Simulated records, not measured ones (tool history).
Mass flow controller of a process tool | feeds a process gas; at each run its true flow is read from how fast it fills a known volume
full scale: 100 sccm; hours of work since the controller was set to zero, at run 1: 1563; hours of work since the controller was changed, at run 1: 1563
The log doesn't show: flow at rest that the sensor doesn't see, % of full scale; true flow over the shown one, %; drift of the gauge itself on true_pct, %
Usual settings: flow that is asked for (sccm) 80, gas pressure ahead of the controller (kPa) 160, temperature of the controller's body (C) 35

run,day,flow that is asked for (sccm),gas pressure ahead of the controller (kPa),temperature of the controller's body (C),hours of work since the controller was set to zero,hours of work since the controller was changed,true flow (%)
1,0,80,160,35,1563,1563,98.83
2,4.704,80,160,35,1631,1631,98.8
3,7.992,80,154,35,1677,1677,98.76
4,11.55,80,160,35,1728,1728,98.64
5,16.312,80,182,35,1796,1796,98.64
6,21.492,80,238,35,1870,1870,98.42
7,24.121,80,160,35,1907,1907,98.59
8,29.417,80,160,35,1983,1983,98.59
9,35.121,80,160,35,2064,2064,98.45
10,40.5,80,193,35,2141,2141,98.35
11,44.3,80,193,35,2195,2195,98.28
12,49.708,26,160,35,2272,2272,95.49
13,55.112,58,160,35,2349,2349,97.45
14,59.492,58,160,35,2411,2411,97.5
15,62.446,58,160,35,2453,2453,97.6
16,67.471,58,160,35,2525,2525,97.37
17,70.879,70,217,39,2574,2574,97.7
18,74.825,70,217,39,2630,2630,97.75
19,80.742,72,242,21,2714,2714,97.2
20,84.696,80,224,26,2771,2771,97.58
21,90.738,80,239,23,2857,2857,97.41
22,94.704,80,239,23,2913,2913,97.24
23,100.833,80,239,23,3001,3001,97.25
24,103.846,80,239,23,3043,3043,97.26
25,108.346,19,227,23,3108,3108,92.61
26,114.012,19,210,38,3188,3188,92.77
27,118.396,19,210,38,3251,3251,92.75
28,124.396,80,231,28,3336,3336,97.1
29,127.796,80,231,28,3385,3385,97.11
30,133.325,80,231,30,3464,3464,97.07
31,137.512,80,231,30,3523,3523,97.06
32,141.671,80,155,29,3582,3582,97.14

4 ways to go on from here, each from the tool as it stands after run 32. What would each give?
A,145.696,85,145,35,3640,3640,?
B,145.696,67,272,24,3640,3640,?
C,145.696,28,160,31,3640,3640,?
D,145.696,80,150,29,3640,3640,?

run,true flow (%)
A,97.48
B,96.21
C,93.83
D,97.12
Without the tool's hidden state the same runs would have given:
run,true flow (%)
A,100.08
B,99.13
C,98.84
D,99.79
